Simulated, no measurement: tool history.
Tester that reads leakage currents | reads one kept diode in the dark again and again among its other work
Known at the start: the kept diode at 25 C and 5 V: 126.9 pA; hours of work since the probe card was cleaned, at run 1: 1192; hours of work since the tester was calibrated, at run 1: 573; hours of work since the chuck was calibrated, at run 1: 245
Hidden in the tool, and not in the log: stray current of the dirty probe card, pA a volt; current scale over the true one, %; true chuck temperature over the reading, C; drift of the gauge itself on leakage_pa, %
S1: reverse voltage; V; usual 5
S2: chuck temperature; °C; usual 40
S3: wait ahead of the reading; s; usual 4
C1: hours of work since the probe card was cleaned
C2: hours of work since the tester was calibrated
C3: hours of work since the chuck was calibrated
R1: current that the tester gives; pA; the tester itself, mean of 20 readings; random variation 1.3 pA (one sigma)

run,hour,S1,S2,S3,C1,C2,C3,R1
1,0,5,40,4,1192,573,245,464.85
2,54.1,5,40,4,1228,609,281,467.64
# hour 88.4: probe card cleaned and baked
3,102.6,5,40,4,9,639,311,460.41
4,159.4,5,40,4,47,677,348,463.23
5,190.4,5,40,4,68,697,369,461.65
6,224.3,5,40,4,90,720,391,466.34
7,275.1,5,40,0.6,124,753,425,469.26
8,323.6,5,40,4,156,786,457,470.25
9,361.6,5,40,4,181,811,482,475.05
10,417.1,5,40,4,218,847,519,476.5
11,465.5,5,40,4,250,880,551,480.07
12,521.2,5,40,2.29,287,916,588,484.52
13,564.3,5,40,2.29,315,945,617,485.66
14,620.2,5,40,4,352,982,654,487.53
15,661.4,5,40,1.19,380,1009,681,492.49
16,693.9,5,43,4,401,1031,702,621.95
17,717.9,5,43,4,417,1047,718,620.52
18,766.7,5,40,4,449,1079,751,496.29
19,793.2,5,40,4,467,1097,768,500.42
20,829.2,5,40,4,491,1120,792,499.64
21,887.5,5,21,0.35,529,1159,831,112.47
22,914.9,1.07,53,0.63,547,1177,849,662.9
23,963.6,1.07,53,0.63,580,1209,881,660.11
24,995.1,1.07,53,0.63,601,1230,902,662.18
25,1044.9,1.04,22,0.41,634,1263,935,59.03
26,1069.4,1.04,22,0.41,650,1280,951,58.97
27,1108.8,2.99,60,7.98,676,1306,977,1745.18
28,1148.8,5,40,3.21,702,1332,1004,523.16
29,1197.4,5,40,3.21,735,1364,1036,523.38
30,1254.2,4.95,51,2.1,772,1402,1074,1184.89
31,1311.9,2.58,51,1.18,810,1440,1112,889.77
32,1363.5,5,35,0.94,845,1474,1146,364.19
# hour 1369.7: chuck's temperature calibrated
33,1417.4,5,35,0.94,879,1509,32,308.63
34,1448.4,2.7,35,0.58,900,1529,52,232.29
35,1506.1,19.4,51,7.57,938,1568,90,1933.41
36,1545.9,7.9,36,0.64,964,1594,117,421.58
37,1584.5,7.9,36,0.64,990,1619,142,422.17
38,1624,3.55,39,4.91,1016,1646,169,366.44
39,1680.9,3.55,39,4.91,1054,1683,206,369.48

Forecast each of these 4 alternatives for the next run:
A,1719.9,5.4,26,0.65,1079,1709,232,?
B,1719.9,1.66,28,4.91,1079,1709,232,?
C,1719.9,5,48,0.61,1079,1709,232,?
D,1719.9,5.24,37,5.9,1079,1709,232,?

run,R1
A,163.49
B,108.63
C,857.42
D,380.74
Without the tool's hidden state the same runs would have given:
run,R1
A,144.69
B,99.98
C,809.51
D,352.43
